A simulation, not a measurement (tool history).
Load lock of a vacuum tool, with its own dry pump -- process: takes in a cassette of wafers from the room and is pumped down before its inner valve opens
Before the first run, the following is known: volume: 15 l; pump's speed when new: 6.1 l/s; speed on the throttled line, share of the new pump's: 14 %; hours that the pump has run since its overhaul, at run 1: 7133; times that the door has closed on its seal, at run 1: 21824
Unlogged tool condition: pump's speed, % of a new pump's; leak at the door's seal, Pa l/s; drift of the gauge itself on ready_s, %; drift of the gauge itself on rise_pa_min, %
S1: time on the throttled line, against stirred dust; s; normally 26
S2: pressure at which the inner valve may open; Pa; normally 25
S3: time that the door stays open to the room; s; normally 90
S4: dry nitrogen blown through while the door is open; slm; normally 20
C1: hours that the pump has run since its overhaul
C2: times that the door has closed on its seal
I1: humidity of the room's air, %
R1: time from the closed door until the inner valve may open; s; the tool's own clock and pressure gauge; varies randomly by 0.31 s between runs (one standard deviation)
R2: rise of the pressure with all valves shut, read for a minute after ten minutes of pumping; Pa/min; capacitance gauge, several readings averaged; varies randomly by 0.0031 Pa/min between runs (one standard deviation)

Run 1, hour 0: usual settings; C1 7133; C2 21824; I1 41.8. Result: R1 43.1 s, R2 0.161 Pa/min.
Run 2, hour 275.1: usual settings; C1 7409; C2 22153; I1 48.1. Result: R1 43.8 s, R2 0.179 Pa/min.
Run 3, hour 551.5: usual settings; C1 7685; C2 22482; I1 46. Result: R1 43.5 s, R2 0.182 Pa/min.
Run 4, hour 1140.7: usual settings; C1 8274; C2 23185; I1 46.2. Result: R1 43.2 s, R2 0.178 Pa/min.
Run 5, hour 1757.9: usual settings; C1 8891; C2 23921; I1 49.1. Result: R1 43.4 s, R2 0.194 Pa/min.
Run 6, hour 2147.4: usual settings; C1 9281; C2 24386; I1 43.7. Result: R1 43.7 s, R2 0.189 Pa/min.
Run 7, hour 2669.8: usual settings; C1 9803; C2 25009; I1 45.1. Result: R1 43.5 s, R2 0.194 Pa/min.
Run 8, hour 3227.1: usual settings; C1 10360; C2 25673; I1 46.9. Result: R1 44.2 s, R2 0.203 Pa/min.
Run 9, hour 3640.9: usual settings; C1 10774; C2 26167; I1 44.8. Result: R1 44.1 s, R2 0.197 Pa/min.
Run 10, hour 3943.1: usual settings; C1 11076; C2 26527; I1 46.9. Result: R1 43.7 s, R2 0.197 Pa/min.
Run 11, hour 4507.1: usual settings; C1 11640; C2 27200; I1 41.3. Result: R1 43.5 s, R2 0.203 Pa/min.
Run 12, hour 5043.5: usual settings but S3 57 s; C1 12177; C2 27840; I1 44.6. Result: R1 44 s, R2 0.197 Pa/min.
Run 13, hour 5506.1: usual settings but S2 23 Pa, S3 57 s; C1 12639; C2 28392; I1 45.1. Result: R1 44.3 s, R2 0.198 Pa/min.
Run 14, hour 6031.2: usual settings but S1 23 s; C1 13165; C2 29018; I1 47.4. Result: R1 42 s, R2 0.221 Pa/min.
Run 15, hour 6584.4: usual settings but S4 9 slm; C1 13718; C2 29678; I1 46.5. Result: R1 43.9 s, R2 0.25 Pa/min.
Run 16, hour 6858.5: usual settings but S4 9 slm; C1 13992; C2 30005; I1 42.7. Result: R1 44.2 s, R2 0.245 Pa/min.
Run 17, hour 7288: usual settings but S1 17 s, S2 34 Pa, S3 137 s, S4 9 slm; C1 14421; C2 30517; I1 48.7. Result: R1 36 s, R2 0.291 Pa/min.
Run 18, hour 7750: usual settings but S3 40 s, S4 9 slm; C1 14883; C2 31068; I1 47. Result: R1 44.9 s, R2 0.232 Pa/min.
At hour 7791.4: dry pump taken out, an overhauled one fitted.
Run 19, hour 8148.4: usual settings but S1 33 s, S2 35 Pa, S3 228 s, S4 44 slm; C1 357; C2 31536; I1 43.2. Result: R1 47.9 s, R2 0.23 Pa/min.
Run 20, hour 8537.8: usual settings but S1 30 s, S2 41 Pa, S3 41 s; C1 746; C2 32001; I1 45.2. Result: R1 44.9 s, R2 0.221 Pa/min.
Run 21, hour 8950.5: usual settings but S1 16 s, S2 31 Pa, S3 41 s; C1 1159; C2 32493; I1 42.6. Result: R1 33.6 s, R2 0.225 Pa/min.
Run 22, hour 9222.7: usual settings but S3 77 s, S4 4 slm; C1 1431; C2 32818; I1 45.1. Result: R1 42.1 s, R2 0.287 Pa/min.
Run 23, hour 9544: usual settings but S1 38 s, S2 26 Pa, S3 43 s, S4 22 slm; C1 1753; C2 33201; I1 46.1. Result: R1 52.9 s, R2 0.228 Pa/min.
Run 24, hour 9934.1: usual settings but S1 25 s; C1 2143; C2 33666; I1 45.5. Result: R1 41.2 s, R2 0.247 Pa/min.
Run 25, hour 10314.8: usual settings but S2 28 Pa, S3 29 s, S4 34 slm; C1 2523; C2 34120; I1 42.8. Result: R1 42.3 s, R2 0.211 Pa/min.
Run 26, hour 10950.4: usual settings but S2 28 Pa, S3 29 s, S4 34 slm; C1 3159; C2 34878; I1 48.9. Result: R1 42.5 s, R2 0.228 Pa/min.
Run 27, hour 11587.8: usual settings but S2 28 Pa, S3 29 s, S4 34 slm; C1 3796; C2 35639; I1 44.7. Result: R1 42.1 s, R2 0.235 Pa/min.
Run 28, hour 12240.2: usual settings but S2 28 Pa, S3 29 s, S4 34 slm; C1 4449; C2 36417; I1 49.5. Result: R1 43.1 s, R2 0.236 Pa/min.
Run 29, hour 12559: usual settings but S2 28 Pa, S3 29 s, S4 34 slm; C1 4768; C2 36797; I1 44.6. Result: R1 42.4 s, R2 0.241 Pa/min.
Run 30, hour 13180.8: usual settings but S2 28 Pa, S3 29 s, S4 34 slm; C1 5389; C2 37539; I1 43. Result: R1 42.4 s, R2 0.245 Pa/min.
Run 31, hour 13481.3: usual settings but S1 45 s, S2 24 Pa, S3 114 s, S4 33 slm; C1 5690; C2 37897; I1 44.2. Result: R1 59.2 s, R2 0.274 Pa/min.

What would each run have given without the hidden state, its run-to-run variation left as it was?
run    R1     R2
  1  42.3  0.066
  2    43   0.08
  3  42.7  0.081
  4  42.4  0.074
  5  42.4  0.083
  6  42.7  0.077
  7  42.5  0.079
  8  43.1  0.082
  9  42.9  0.073
 10  42.5  0.071
 11  42.2  0.073
 12  42.7  0.062
 13  42.9   0.06
 14  40.4  0.079
 15  42.3  0.103
 16  42.6  0.097
 17  34.3  0.137
 18  43.2  0.073
 19    48  0.071
 20    45  0.054
 21  33.7  0.056
 22  42.1  0.115
 23  52.9  0.054
 24  41.1  0.072
 25  42.2  0.033
 26  42.3  0.042
 27  41.9   0.04
 28  42.8  0.037
 29  42.1  0.036
 30    42  0.037
 31  58.8  0.059

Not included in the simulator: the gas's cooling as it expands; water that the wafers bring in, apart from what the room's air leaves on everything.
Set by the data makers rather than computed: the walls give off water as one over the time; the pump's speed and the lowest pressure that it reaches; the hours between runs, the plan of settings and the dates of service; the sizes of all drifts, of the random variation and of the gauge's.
